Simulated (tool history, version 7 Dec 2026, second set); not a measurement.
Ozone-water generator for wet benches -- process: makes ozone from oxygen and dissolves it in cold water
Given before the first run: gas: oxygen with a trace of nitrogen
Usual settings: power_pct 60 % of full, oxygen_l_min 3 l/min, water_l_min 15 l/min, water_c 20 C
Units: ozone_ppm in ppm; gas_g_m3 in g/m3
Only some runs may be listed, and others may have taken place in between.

run,day,power_pct,oxygen_l_min,water_l_min,water_c,ozone_ppm,gas_g_m3
1,0,60,3,15,20,10.8,154.4
2,2.546,60,3,15,20,11,153.4
3,5.408,60,3,15,20,10.7,155.1
4,10.517,60,3,15,20,11,153.9
5,14.483,60,3,15,20,10.8,152.9
6,19.938,60,3,15,20,10.8,151.9
7,23.65,60,3,16,20,10.3,153.7
8,28.804,60,3,15,20,10.8,152.6
9,33.338,60,3,15,20,10.9,153.9
10,39.329,60,3,15,20,10.7,153.9
# day 39.804: contactor cleaned
11,44.608,60,3,15,20,10.7,152.6
12,48.375,71,3,15,20,12.3,177.2
13,53.917,71,3,15,20,12.1,174.2
14,59.683,71,3,15,20,12.2,175.4
15,64.129,71,3,17,20,11,175.5
# day 66.708: contactor cleaned, once more
16,67.35,71,3,17,24,10.4,174.5
17,71.488,71,3,17,24,10.3,173.4
18,77.333,71,3,17,24,10.2,174.3
19,80.792,71,3.32,10,24,15.9,163.8
20,85.2,61,1.88,17,20,8.9,187.6
21,87.796,61,1.61,17,20,8.2,202.6
22,92.371,60,3,12,20,12.8,150.4
23,97.012,64,3,14,20,12,157.3
24,103.05,60,5.19,15,21,11,119
25,106.929,60,3,23,17,7,150.5
26,112.454,73,3,23,17,8.4,174.6
27,114.942,73,3,23,17,8.5,176.4
28,120.812,42,3.79,11,17,10.7,100.3
29,125.038,65,3,15,25,10.3,158.4
30,128.638,67,3.77,15,26,10.8,145.9

Estimate the outcome of run 31 from the log above:
31,133.708,67,1.6,15,16,?,?

ozone_ppm: 9.9 ppm
gas_g_m3: 213.1 g/m3
Minus the tool's unlogged condition, the same run would have read ozone_ppm 10.9 ppm, gas_g_m3 227.9 g/m3.
